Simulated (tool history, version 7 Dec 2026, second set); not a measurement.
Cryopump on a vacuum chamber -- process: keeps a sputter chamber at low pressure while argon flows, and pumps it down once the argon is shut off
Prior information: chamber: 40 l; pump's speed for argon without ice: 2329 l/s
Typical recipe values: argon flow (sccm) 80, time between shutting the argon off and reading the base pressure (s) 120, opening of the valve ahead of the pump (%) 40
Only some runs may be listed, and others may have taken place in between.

run,hour,argon flow (sccm),time between shutting the argon off and reading the base pressure (s),opening of the valve ahead of the pump (%),pressure while argon flows (Pa),pressure after the wait (uPa)
1,0,80,120,40,0.1559,0.68
2,22.5,80,120,40,0.1562,0.66
3,58.6,80,120,40,0.1584,0.67
# hour 63.2: leaking fittings of the chamber tightened, without venting
4,103.4,80,120,40,0.1573,0.48
5,144.6,80,120,40,0.1579,0.44
6,173.3,80,120,40,0.1601,0.5
7,215.1,80,120,40,0.1607,0.5
8,254.5,80,120,40,0.1621,0.51
9,285.4,49,26,40,0.0998,1.59
# hour 312.5: pump warmed up, emptied and cooled again
10,329.4,40,26,20,0.146,1.54
11,362.1,42,61,39,0.0789,0.75
12,393.8,42,61,39,0.0789,0.77
13,427.8,44,120,40,0.0801,0.49

Predict each of these 5 candidate next runs independently; none follows another, all start after run 13:
A,461.6,68,102,40,?,?
B,461.6,80,22,40,?,?
C,461.6,131,41,42,?,?
D,461.6,94,93,40,?,?
E,461.6,100,39,53,?,?

run,pressure while argon flows (Pa),pressure after the wait (uPa)
A,0.1265,0.59
B,0.1485,1.79
C,0.2308,1.09
D,0.1739,0.52
E,0.1417,1.07
What these runs would have given with no unlogged condition in the tool:
run,pressure while argon flows (Pa),pressure after the wait (uPa)
A,0.124,0.52
B,0.1457,1.71
C,0.2261,1.01
D,0.1705,0.45
E,0.1381,1

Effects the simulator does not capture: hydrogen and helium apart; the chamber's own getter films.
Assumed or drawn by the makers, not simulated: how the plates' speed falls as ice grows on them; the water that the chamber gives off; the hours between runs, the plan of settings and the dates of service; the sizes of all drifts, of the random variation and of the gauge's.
